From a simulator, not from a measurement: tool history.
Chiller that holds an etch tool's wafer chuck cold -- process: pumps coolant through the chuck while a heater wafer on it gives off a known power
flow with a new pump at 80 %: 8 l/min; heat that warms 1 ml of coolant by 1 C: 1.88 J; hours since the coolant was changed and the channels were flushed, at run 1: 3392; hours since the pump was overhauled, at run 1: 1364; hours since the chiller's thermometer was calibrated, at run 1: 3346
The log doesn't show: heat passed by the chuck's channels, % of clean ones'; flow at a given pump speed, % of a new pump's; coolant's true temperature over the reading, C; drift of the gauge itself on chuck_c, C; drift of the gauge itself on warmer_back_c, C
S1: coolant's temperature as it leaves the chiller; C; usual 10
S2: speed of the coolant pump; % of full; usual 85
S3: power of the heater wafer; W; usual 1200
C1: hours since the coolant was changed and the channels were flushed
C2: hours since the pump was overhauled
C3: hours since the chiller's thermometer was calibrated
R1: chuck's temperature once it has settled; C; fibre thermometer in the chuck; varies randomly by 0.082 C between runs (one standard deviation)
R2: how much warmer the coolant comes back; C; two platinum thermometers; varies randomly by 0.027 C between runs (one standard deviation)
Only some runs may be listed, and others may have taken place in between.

run     day  S1  S2    S3    C1    C2    C3     R1    R2
  1   0.000  10  85  1200  3392  1364  3346  20.29  4.50
  2   1.446  10  85  1200  3426  1399  3381  20.25  4.45
  3   2.479  10  85  1200  3451  1424  3406  20.25  4.46
  4   3.646  10  85  1200  3479  1452  3434  20.45  4.42
  5   4.671  10  85  1200  3504  1476  3458  20.39  4.38
  6   6.296  10  85  1200  3543  1515  3497  20.31  4.29
  7   7.933  10  85  1200  3582  1554  3537  20.36  4.30
  8   9.271  10  85  1147  3614  1587  3569  19.81  4.04
  9  10.296   3  85  1200  3639  1611  3593  13.24  4.26
 10  11.362  12  85  1200  3664  1637  3619  22.09  4.21
     13.004  -- coolant changed, channels flushed
 11  13.004  12  85  1132     0  1670  3652  21.71  3.88
 12  14.650  10  67  1200    40  1710  3692  21.81  5.31
 13  15.875  10  67  1200    69  1739  3721  21.74  5.31
     16.721  -- chiller's thermometer calibrated
     16.796  -- gauge calibrated
 14  16.912  10  85  1200    93  1763     5  20.08  4.54
 15  17.775  16  85  1200   114  1784    25  26.28  4.47
 16  18.600  16  85  1200   133  1803    45  26.32  4.45
 17  19.400  16  85  1200   153  1823    64  26.39  4.42
 18  20.183   9  87  1200   171  1841    83  19.13  4.34
 19  21.662  17  73  1380   207  1877   119  30.04  5.85
 20  22.592  10  94  1668   229  1899   141  23.43  5.49
 21  24.171  10  75  1668   267  1937   179  25.39  6.90
 22  25.092  10  63  1200   289  1959   201  22.36  5.83
 23  26.767  10  63  1200   329  1999   241  22.18  5.83
 24  27.804  10  85  1399   354  2024   266  22.00  4.96
 25  28.771  19  78  1253   377  2048   289  30.24  4.85
 26  30.396  19  78  1254   416  2087   328  30.34  4.76
     31.125  -- gauge calibrated
 27  31.642  17  63  1254   446  2116   358  29.80  6.36
 28  32.792  16  63  1254   474  2144   386  28.83  6.29
 29  33.708  16  63  1254   496  2166   408  28.92  6.26
 30  35.350   3  85  1200   535  2205   447  13.30  4.41
 31  36.442   7  85  1617   562  2232   473  20.93  5.99
 32  37.517  18  96  1617   587  2257   499  31.00  5.14

Consider 3 possible next runs. They are alternatives, not a sequence: every one starts from the tool as it was left by run 32. What does each give?
  A  39.283   7  96  1336  630  2300  542   ?   ?
  B  39.283  10  78  1200  630  2300  542   ?   ?
  C  39.283   3  67   666  630  2300  542   ?   ?

run     R1    R2
  A  17.59  4.21
  B  20.86  4.69
  C   9.65  2.95
The same runs, with their run-to-run variation unchanged, on a tool lacking any hidden condition would have given:
run     R1    R2
  A  17.57  4.44
  B  20.85  4.91
  C   9.64  3.18

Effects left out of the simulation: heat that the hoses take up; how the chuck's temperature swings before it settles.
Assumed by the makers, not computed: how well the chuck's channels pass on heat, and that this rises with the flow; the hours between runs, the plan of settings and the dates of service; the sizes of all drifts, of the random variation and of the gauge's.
